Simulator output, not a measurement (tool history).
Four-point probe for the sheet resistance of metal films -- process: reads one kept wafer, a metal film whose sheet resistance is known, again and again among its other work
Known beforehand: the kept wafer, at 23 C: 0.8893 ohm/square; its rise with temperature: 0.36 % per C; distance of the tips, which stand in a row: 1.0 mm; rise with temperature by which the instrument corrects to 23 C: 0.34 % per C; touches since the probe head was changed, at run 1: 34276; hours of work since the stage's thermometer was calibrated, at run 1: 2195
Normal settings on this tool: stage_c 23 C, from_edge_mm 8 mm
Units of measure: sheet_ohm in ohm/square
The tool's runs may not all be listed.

run,hour,stage_c,from_edge_mm,touches since the probe head was changed,hours of work since the stage's thermometer was calibrated,sheet_ohm
1,0,23,8,34276,2195,0.894998
2,28.6,23,8,34960,2208,0.895253
3,61.3,23,8,35741,2224,0.89506
4,114.2,23,6,37002,2248,0.901198
5,144.6,23,8,37729,2263,0.895341
6,196.5,23,8,38969,2287,0.894993
7,256.3,23,6,40397,2315,0.901131
8,292.1,22,8,41249,2332,0.89526
9,339.6,22,8,42385,2354,0.895205
# hour 355.3: stage's thermometer calibrated
10,400.2,22,8,43820,21,0.894097
11,450.3,33,8,45016,44,0.896254
12,476.1,23,8,45631,57,0.89449
13,506,23,34,46346,71,0.88731
14,537.5,23,8,47098,85,0.894742
15,593.3,26,8,48429,111,0.895021
16,651.6,26,8,49823,139,0.895343
17,680.8,26,8,50518,152,0.895379
18,735.2,22,8,51818,178,0.894854
19,769.3,22,8,52632,194,0.894753
20,817.1,22,8,53773,216,0.894211
21,863.3,22,8,54876,238,0.894916
22,892.3,22,8,55570,251,0.894548
23,918.9,22,8,56203,264,0.894824
24,944.5,30,61,56815,276,0.889011
25,996.3,29,35,58053,300,0.889166
26,1023.2,29,35,58693,312,0.889356
27,1064,29,5,59668,332,0.907577
28,1112.8,33,9,60834,354,0.895716
29,1161.5,23,4,61995,377,0.917002
30,1200.1,23,4,62918,395,0.91697
31,1245.3,23,4,63998,416,0.916878
32,1290.4,25,60,65073,437,0.888392
33,1318.4,25,60,65742,451,0.888852
34,1354.4,28,52,66601,467,0.889324
35,1379.7,28,52,67207,479,0.889065
36,1436.6,28,52,68565,506,0.889355
37,1464.2,31,17,69224,519,0.891437
38,1503.3,33,6,70157,537,0.903484
39,1553.7,33,6,71362,561,0.903082
40,1580,33,6,71987,573,0.903488
41,1628.1,33,6,73137,595,0.903513
42,1682.6,33,6,74438,621,0.903412
43,1720.9,21,37,75353,639,0.888881
44,1778.2,19,8,76720,666,0.895597

What if the next run were any one of these 5? Each begins from the tool's condition after run 44:
A,1811.6,24,73,77517,681,?
B,1811.6,19,37,77517,681,?
C,1811.6,25,9,77517,681,?
D,1811.6,32,18,77517,681,?
E,1811.6,19,14,77517,681,?

run,sheet_ohm
A,0.888954
B,0.88839
C,0.894906
D,0.891706
E,0.890586
Without the tool's hidden state the same runs would have given:
run,sheet_ohm
A,0.889524
B,0.888951
C,0.89548
D,0.892289
E,0.891148

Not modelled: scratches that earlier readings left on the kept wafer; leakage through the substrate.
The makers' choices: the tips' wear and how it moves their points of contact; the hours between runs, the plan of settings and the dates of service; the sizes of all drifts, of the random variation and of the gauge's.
